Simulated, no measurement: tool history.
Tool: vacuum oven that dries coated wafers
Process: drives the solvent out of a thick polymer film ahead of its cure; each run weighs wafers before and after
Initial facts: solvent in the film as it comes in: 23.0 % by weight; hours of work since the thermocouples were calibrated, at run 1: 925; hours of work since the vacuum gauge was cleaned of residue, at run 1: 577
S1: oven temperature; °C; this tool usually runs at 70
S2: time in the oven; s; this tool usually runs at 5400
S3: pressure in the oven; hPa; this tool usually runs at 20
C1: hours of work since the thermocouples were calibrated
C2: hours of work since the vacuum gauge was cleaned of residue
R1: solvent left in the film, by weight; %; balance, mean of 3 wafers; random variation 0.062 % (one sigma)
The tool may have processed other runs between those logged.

run	hour	S1	S2	S3	C1	C2	R1
1	0	70	5400	20	925	577	3.29
2	47.6	70	5400	20	950	602	3.31
3	75.8	70	5400	20	965	617	3.34
4	115.9	70	5400	11.8	987	639	2.81
5	158.4	70	5400	11.8	1009	661	2.86
6	200.3	70	5400	11.8	1032	684	2.96
7	219.9	70	5400	11.8	1042	694	2.76
8	264.5	70	5400	20	1066	718	3.22
9	309.6	70	5400	20	1090	742	3.2
10	347.3	70	5400	20	1110	762	3.21
11	379.2	68	3900	73.4	1127	779	8.36
12	414.2	68	3900	73.4	1146	798	8.18
13	456.2	70	2880	20	1168	820	6.74
14	475.6	56	3300	35.3	1178	830	13.49
15	500.4	56	2760	17.4	1192	843	13.72
16	540.2	57	4260	17.4	1213	865	10.69
17	571.7	57	4260	17.4	1230	881	10.9

Alternative continuations, all from the tool just after run 17; predict every row:
A	593.8	71	7020	33.1	1241	893	?
B	593.8	77	4020	52.6	1241	893	?
C	593.8	60	5400	20	1241	893	?
D	593.8	60	5400	20	1241	893	?

run	R1
A	2.55
B	3.22
C	7.82
D	7.96
With the hidden condition removed and each run's random variation left untouched, the same runs would have given:
run	R1
A	2.94
B	3.7
C	8.63
D	8.77
